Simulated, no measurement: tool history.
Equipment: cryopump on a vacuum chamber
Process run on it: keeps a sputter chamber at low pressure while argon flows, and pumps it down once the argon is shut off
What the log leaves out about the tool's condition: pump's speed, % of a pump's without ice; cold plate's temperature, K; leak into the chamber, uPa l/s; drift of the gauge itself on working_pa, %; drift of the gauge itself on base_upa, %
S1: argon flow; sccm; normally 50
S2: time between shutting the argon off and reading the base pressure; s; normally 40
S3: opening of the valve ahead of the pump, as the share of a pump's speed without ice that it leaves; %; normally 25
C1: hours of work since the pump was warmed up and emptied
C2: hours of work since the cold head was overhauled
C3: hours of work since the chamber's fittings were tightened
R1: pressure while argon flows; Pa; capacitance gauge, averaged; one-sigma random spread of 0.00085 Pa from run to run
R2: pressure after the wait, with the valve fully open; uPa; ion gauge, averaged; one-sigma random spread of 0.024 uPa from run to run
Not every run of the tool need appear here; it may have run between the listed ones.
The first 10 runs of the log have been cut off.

run,hour,S1,S2,S3,C1,C2,C3,R1,R2
11,643.3,50,40,57,244,1736,1309,0.0798,2.08
12,679.8,50,40,57,261,1753,1326,0.0797,2.13
13,744.3,50,40,28,292,1783,1356,0.1576,2.19
14,826.6,50,40,28,330,1822,1395,0.1589,2.27
15,894,50,40,17,362,1853,1426,0.2574,2.31
16,972.2,50,40,17,398,1890,1463,0.2564,2.27
# hour 1021.5: leaking fittings of the chamber tightened, without venting
17,1021.5,50,40,17,421,1912,0,0.2578,0.93
18,1097.5,43,249,20,456,1948,36,0.19,0.36
19,1161,83,186,38,486,1977,65,0.1991,0.39

Estimate the outcome of run 20 from the log above:
20,1201,83,186,38,505,1996,84,?,?

Run 20 gave R1 0.1987 Pa, R2 0.47 uPa.
Were there no unlogged condition in the tool, this run, its random variation unchanged, would have produced R1 0.1848 Pa, R2 0.33 uPa.
